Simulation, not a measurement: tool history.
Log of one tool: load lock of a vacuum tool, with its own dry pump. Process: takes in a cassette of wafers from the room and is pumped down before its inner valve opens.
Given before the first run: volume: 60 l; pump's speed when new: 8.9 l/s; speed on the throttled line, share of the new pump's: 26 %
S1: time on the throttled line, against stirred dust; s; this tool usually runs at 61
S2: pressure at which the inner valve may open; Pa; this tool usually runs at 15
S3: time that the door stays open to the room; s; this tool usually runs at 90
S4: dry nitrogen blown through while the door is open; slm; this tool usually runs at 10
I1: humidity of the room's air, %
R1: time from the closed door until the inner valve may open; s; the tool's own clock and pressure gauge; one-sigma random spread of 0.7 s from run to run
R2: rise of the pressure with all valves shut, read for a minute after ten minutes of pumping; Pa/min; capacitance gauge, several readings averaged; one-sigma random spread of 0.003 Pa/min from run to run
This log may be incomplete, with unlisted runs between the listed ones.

run,hour,S1,S2,S3,S4,I1,R1,R2
1,0,61,15,90,10,48.5,108.1,0.522
2,96.3,61,15,90,10,45.6,108.4,0.524
3,257.4,61,15,90,6,41.4,108.2,0.544
4,399.5,61,15,90,10,49.6,107.9,0.553
# hour 425.1: door's seal changed, seat wiped
5,512.5,61,15,90,10,41.8,107.4,0.039
6,646.3,61,15,90,10,43.6,108.8,0.045
7,751.8,61,15,180,10,45.5,108.1,0.073
8,854.5,61,15,180,10,46.3,109.4,0.076
9,952.9,61,15,90,10,41.7,109.1,0.051
10,1117.3,61,15,90,10,45.7,109,0.044
11,1208.2,61,15,42,10,44.4,108.6,0.037
12,1332.8,61,15,42,10,45.6,109.7,0.041
13,1465.8,61,15,42,10,44.9,109.2,0.043
14,1578.1,61,15,42,10,45.2,109.2,0.05
15,1673.9,61,15,42,10,44.1,109.8,0.046
16,1783.6,61,15,42,10,45.2,109,0.053
17,1900.3,61,15,42,10,45.1,109.5,0.054
18,1999.9,61,15,42,10,43.1,110.9,0.052
19,2114.4,61,15,90,10,43.7,109.9,0.078
20,2225.3,61,15,90,10,43.3,109.8,0.078
21,2337.4,48,15,177,10,46.4,100,0.108
22,2494,48,15,177,24,45.6,100.7,0.099
23,2647.3,48,12,147,10,48.8,102.1,0.112
24,2780.8,66,13,147,33,43.8,115.4,0.095
25,2933.1,66,10,147,12,46.3,116.2,0.122
26,3010.8,66,10,147,12,42.4,116.2,0.12
27,3087.5,42,28,54,20,43.7,92.9,0.092
28,3250.2,85,28,90,15,43.8,123.8,0.11
29,3420.9,85,28,90,15,46.7,122.6,0.115
30,3580.5,101,20,140,10,45.4,137.7,0.138
31,3708.2,101,19,39,36,42.3,137.8,0.105
32,3868.9,101,19,39,36,44,138.1,0.11
33,4034.2,101,27,39,16,45.8,134.3,0.119
34,4154.8,101,27,39,16,47.3,135.5,0.132
35,4297.2,54,21,116,19,42.1,104.1,0.146
36,4466.7,54,21,116,19,47.4,105,0.168
37,4631.9,61,15,123,6,44.4,112.6,0.187

Measured minus without-hidden-state, run by run (identical run-to-run variation in each term; gauge scatter may differ):
Hidden state present: pump's speed, % of a new pump's; leak at the door's seal, Pa l/s; drift of the gauge itself on ready_s, %; drift of the gauge itself on rise_pa_min, %.
run,R1,R2
1,+3.2,+0.479
2,+3.4,+0.484
3,+3.5,+0.507
4,+3.6,+0.515
5,+3.6,+0.002
6,+3.7,+0.005
7,+4,+0.006
8,+4.1,+0.009
9,+4.1,+0.011
10,+4.2,+0.013
11,+4.2,+0.015
12,+4.4,+0.018
13,+4.5,+0.02
14,+4.6,+0.024
15,+4.7,+0.026
16,+4.8,+0.028
17,+4.9,+0.032
18,+5,+0.033
19,+5.1,+0.037
20,+5.2,+0.039
21,+5.7,+0.042
22,+5.9,+0.047
23,+6.2,+0.053
24,+5.8,+0.057
25,+6,+0.063
26,+6.1,+0.066
27,+6.2,+0.069
28,+4.8,+0.075
29,+4.8,+0.079
30,+4.9,+0.085
31,+4.9,+0.089
32,+5,+0.097
33,+4.7,+0.104
34,+4.9,+0.112
35,+7.2,+0.116
36,+7.4,+0.123
37,+7.9,+0.133
